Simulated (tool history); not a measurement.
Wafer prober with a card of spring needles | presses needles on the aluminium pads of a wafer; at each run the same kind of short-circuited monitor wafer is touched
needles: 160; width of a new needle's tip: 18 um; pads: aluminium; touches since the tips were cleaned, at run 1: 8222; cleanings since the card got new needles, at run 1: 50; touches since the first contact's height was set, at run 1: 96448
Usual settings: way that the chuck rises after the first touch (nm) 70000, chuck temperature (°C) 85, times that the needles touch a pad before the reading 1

run   hour  way that the chuck rises after the first touch (nm)  chuck temperature (°C)  times that the needles touch a pad before the reading  touches since the tips were cleaned  cleanings since the card got new needles  touches since the first contact's height was set  resistance of one needle with its contact and lead (mohm)  way that a needle slides on the pad (nm)
  1      0                                                70000                      85                                                      1                                 8222                                        50                                             96448                                                        155                                     17900
       3.2  -- tips cleaned on abrasive film
  2   21.1                                                70000                      85                                                      1                                 6331                                        51                                            103867                                                        149                                     17920
      28.4  -- tips cleaned on abrasive film
      28.7  -- height of the first contact set anew
      55.4  -- tips cleaned on abrasive film
  3   55.4                                                70000                      85                                                      1                                    0                                        53                                              9394                                                        111                                     18010
      82.2  -- tips cleaned on abrasive film
  4   86.9                                                70000                      85                                                      1                                 1656                                        54                                             20492                                                        126                                     18010
     109.5  -- tips cleaned on abrasive film
  5  117.4                                                70000                      85                                                      1                                 2798                                        55                                             31231                                                        134                                     17990
     136.9  -- tips cleaned on abrasive film
  6  154.9                                                70000                      85                                                      1                                 6372                                        56                                             44420                                                        148                                     17960
     164.3  -- tips cleaned on abrasive film
     190.4  -- tips cleaned on abrasive film
  7  190.4                                                70000                      85                                                      1                                    0                                        58                                             56871                                                        109                                     17960
     216.3  -- tips cleaned on abrasive film
  8  237.9                                                70000                      54                                                      1                                 7602                                        59                                             73589                                                        150                                     17950
       244  -- tips cleaned on abrasive film
  9  266.8                                                70000                      54                                                      1                                 8027                                        60                                             83765                                                        152                                     17910
     271.4  -- tips cleaned on abrasive film
 10  289.2                                                70000                      54                                                      1                                 6249                                        61                                             91625                                                        148                                     17900
     298.5  -- tips cleaned on abrasive film
 11  313.7                                                70000                      85                                                      1                                 5375                                        62                                            100260                                                        148                                     17890
     326.1  -- tips cleaned on abrasive film
     333.1  -- height of the first contact set anew
 12    342                                                70000                      85                                                      1                                 5522                                        63                                              3153                                                        143                                     18040
     353.5  -- tips cleaned on abrasive film
     378.9  -- tips cleaned on abrasive film
 13  382.1                                                70000                      50                                                      1                                 1130                                        65                                             17232                                                        119                                     18020
     407.3  -- tips cleaned on abrasive film
 14  428.9                                                70000                      85                                                      1                                 7615                                        66                                             33711                                                        150                                     17980
     435.5  -- tips cleaned on abrasive film
 15  452.1                                                70000                      85                                                      1                                 5876                                        67                                             41868                                                        147                                     17970
     464.8  -- tips cleaned on abrasive film
     492.1  -- tips cleaned on abrasive film
 16  498.6                                                68000                      85                                                      1                                 2287                                        69                                             58204                                                        132                                     17460
     517.5  -- tips cleaned on abrasive film
 17  523.1                                                57000                      85                                                      2                                 1991                                        70                                             66822                                                        131                                     14570
     543.1  -- tips cleaned on abrasive film
 18  543.1                                                82000                      92                                                      3                                    0                                        71                                             73835                                                        109                                     21020
       569  -- tips cleaned on abrasive film
 19  581.8                                                52000                      55                                                      2                                 4519                                        72                                             87478                                                        147                                     13290
     596.6  -- tips cleaned on abrasive film
     622.8  -- tips cleaned on abrasive film
 20  623.3                                                70000                      48                                                      2                                  184                                        74                                            102054                                                        109                                     17880
       634  -- height of the first contact set anew
     649.4  -- tips cleaned on abrasive film
 21  659.4                                                54000                      85                                                      2                                 3525                                        75                                              8939                                                        137                                     13880
     675.3  -- tips cleaned on abrasive film
 22  697.4                                                54000                      85                                                      2                                 7805                                        76                                             22312                                                        149                                     13900
     700.9  -- tips cleaned on abrasive film
     728.2  -- tips cleaned on abrasive film
 23  728.2                                                54000                      85                                                      2                                    0                                        78                                             33097                                                        116                                     13860
     756.7  -- tips cleaned on abrasive film
 24  763.3                                                54000                      85                                                      2                                 2330                                        79                                             45476                                                        133                                     13830
     784.8  -- tips cleaned on abrasive film
 25  802.8                                                54000                      85                                                      2                                 6363                                        80                                             59375                                                        148                                     13850
     810.6  -- tips cleaned on abrasive film
 26  834.4                                                76000                      89                                                      2                                 8396                                        81                                             70493                                                        128                                     19470
     837.6  -- tips cleaned on abrasive film
     865.4  -- tips cleaned on abrasive film
 27  876.6                                                76000                      89                                                      2                                 3948                                        83                                             85299                                                        124                                     19440
     894.2  -- tips cleaned on abrasive film
 28  917.9                                                70000                      97                                                      1                                 8371                                        84                                             99852                                                        156                                     17880
     921.7  -- tips cleaned on abrasive film
     937.5  -- height of the first contact set anew
 29  941.2                                                51000                      31                                                      1                                 6767                                        85                                              1319                                                        185                                     13140
     948.4  -- tips cleaned on abrasive film
     975.6  -- tips cleaned on abrasive film
 30  981.3                                                76000                      73                                                      3                                 1999                                        87                                             15407                                                        112                                     19530

3 ways to go on from here, each from the tool as it stands after run 30. What would each give?
     1001.7  -- tips cleaned on abrasive film
     1029.1  -- tips cleaned on abrasive film
  A  1029.1                                                54000                      26                                                      3                                    0                                        89                                             32197                                                          ?                                         ?
     1001.7  -- tips cleaned on abrasive film
     1029.1  -- tips cleaned on abrasive film
  B  1029.1                                                72000                      85                                                      1                                    0                                        89                                             32197                                                          ?                                         ?
     1001.7  -- tips cleaned on abrasive film
     1029.1  -- tips cleaned on abrasive film
  C  1029.1                                                69000                     111                                                      1                                    0                                        89                                             32197                                                          ?                                         ?

run  resistance of one needle with its contact and lead (mohm)  way that a needle slides on the pad (nm)
  A                                                        107                                     13860
  B                                                        109                                     18520
  C                                                        115                                     17700
Without the tool's hidden state the same runs would have given:
run  resistance of one needle with its contact and lead (mohm)  way that a needle slides on the pad (nm)
  A                                                        105                                     13910
  B                                                        105                                     18570
  C                                                        111                                     17740
